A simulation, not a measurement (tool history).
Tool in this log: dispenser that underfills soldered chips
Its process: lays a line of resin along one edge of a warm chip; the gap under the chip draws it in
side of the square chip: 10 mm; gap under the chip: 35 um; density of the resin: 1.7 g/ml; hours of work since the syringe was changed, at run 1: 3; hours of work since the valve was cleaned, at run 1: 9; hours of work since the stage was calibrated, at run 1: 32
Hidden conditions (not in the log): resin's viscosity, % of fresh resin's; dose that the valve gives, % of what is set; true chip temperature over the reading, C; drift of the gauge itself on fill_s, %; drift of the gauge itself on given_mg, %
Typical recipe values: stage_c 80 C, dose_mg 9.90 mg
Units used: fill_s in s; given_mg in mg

run	hour	stage_c	dose_mg	hours of work since the syringe was changed	hours of work since the valve was cleaned	hours of work since the stage was calibrated	fill_s	given_mg
1	0.0	80	9.90	3	9	32	147.8	9.85
2	5.4	84	9.90	7	12	36	149.9	9.95
# hour 6.7: new syringe of resin
3	10.2	84	9.90	2	15	38	121.0	9.67
4	14.7	84	9.90	5	18	41	138.1	9.71
5	17.6	84	9.90	7	19	43	151.0	9.72
# hour 18.9: new syringe of resin
6	20.5	84	9.90	1	21	44	112.8	9.72
7	24.7	86	9.90	4	24	47	125.2	9.75
8	29.0	86	12.31	6	26	50	140.0	12.06
# hour 31.2: new syringe of resin
9	33.0	86	12.31	1	29	52	109.3	12.13
10	38.4	86	12.31	4	32	55	127.7	11.92
# hour 43.5: new syringe of resin
11	43.8	86	12.31	0	35	58	106.1	11.97
12	48.8	86	12.31	3	38	62	122.3	11.99
13	51.5	80	9.90	5	40	63	160.1	9.63
# hour 55.6: new syringe of resin
14	56.1	80	9.90	0	42	66	127.0	9.60
15	59.6	80	9.90	2	45	68	141.3	9.63
16	63.1	81	9.90	5	47	70	149.7	9.61
# hour 67.8: new syringe of resin
17	68.6	81	9.90	1	50	73	124.0	9.36
18	71.7	80	9.90	2	52	75	142.3	9.60
19	76.3	79	8.55	5	55	78	170.4	8.16
20	78.6	79	8.55	7	56	80	179.8	8.25
# hour 79.8: new syringe of resin
21	84.2	93	10.68	3	59	83	97.0	10.24
22	87.6	86	10.16	5	62	85	133.4	9.58
23	90.2	73	8.59	6	63	87	213.8	8.16
# hour 91.8: new syringe of resin
24	94.3	73	8.59	2	65	89	167.4	8.24
25	98.9	73	8.59	4	68	92	193.2	8.18
26	101.3	67	9.90	6	70	93	244.1	9.35
# hour 103.8: new syringe of resin
27	104.1	78	11.65	0	71	95	134.4	10.99
28	108.6	78	11.65	3	74	98	150.4	11.07
29	112.7	80	12.70	6	77	100	162.0	11.88
# hour 115.3: dispensing valve cleaned and set on the balance
30	116.4	77	12.70	7	1	102	188.9	12.71
# hour 117.2: new syringe of resin
31	119.7	83	12.70	2	3	104	125.2	12.66
32	122.3	83	12.70	3	4	105	132.2	12.76
33	127.5	83	12.70	6	7	108	158.2	12.62
# hour 129.4: new syringe of resin
34	133.3	94	8.74	2	11	112	98.7	8.68
35	136.9	81	11.95	5	13	114	154.7	11.92

Below are 3 alternative next runs, each starting from the tool's condition after run 35. Predict each:
# hour 141.5: new syringe of resin
A	142.6	86	12.32	1	16	117	?	?
# hour 141.5: new syringe of resin
B	142.6	81	10.14	1	16	117	?	?
# hour 141.5: new syringe of resin
C	142.6	74	9.90	1	16	117	?	?

run	fill_s	given_mg
A	108.2	12.21
B	126.6	10.02
C	159.0	9.71
What these runs would have given with no unlogged condition in the tool:
run	fill_s	given_mg
A	102.3	12.31
B	119.5	10.10
C	150.0	9.79
